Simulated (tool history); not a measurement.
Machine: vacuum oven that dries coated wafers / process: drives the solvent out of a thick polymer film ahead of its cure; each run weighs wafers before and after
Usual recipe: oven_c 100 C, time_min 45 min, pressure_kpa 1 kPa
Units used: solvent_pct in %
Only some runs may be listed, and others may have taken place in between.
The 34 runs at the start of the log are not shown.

run    hour  oven_c  time_min  pressure_kpa  solvent_pct
 35  1548.5     113        47          2.02         1.13
 36  1601.4      87        59          2.02         5.32
 37  1658.7      86        29          2.02         9.66
 38  1688.4      86        29          2.02         9.71
 39  1741.8      86        43          2.02         7.31
 40  1784.5      86        43          2.02         7.24
 41    1844     100        22          1.67          5.7
 42  1881.6      91        33          3.41         7.84
 43  1934.6      91        43          3.41         6.69
 44  1990.8      96        45          0.64         2.73
 45    2042     101        46          1.77         2.31
 46  2085.8      99        57          1.26         1.82

5 options for the next run, each taken on its own from the tool as it stands now. Forecast them:
       2097  -- oven's thermocouples calibrated
  A  2132.7     104        57          2.97            ?
       2097  -- oven's thermocouples calibrated
  B  2132.7     108        56          1.71            ?
       2097  -- oven's thermocouples calibrated
  C  2132.7     112        53             1            ?
       2097  -- oven's thermocouples calibrated
  D  2132.7      95        31             1            ?
       2097  -- oven's thermocouples calibrated
  E  2132.7     100        38             1            ?

run  solvent_pct
  A         2.33
  B          1.3
  C         0.85
  D         5.31
  E         2.79
Take away the tool's hidden state, keep each run's random variation, and the runs would have read:
run  solvent_pct
  A         1.94
  B         0.97
  C         0.55
  D          4.9
  E          2.4
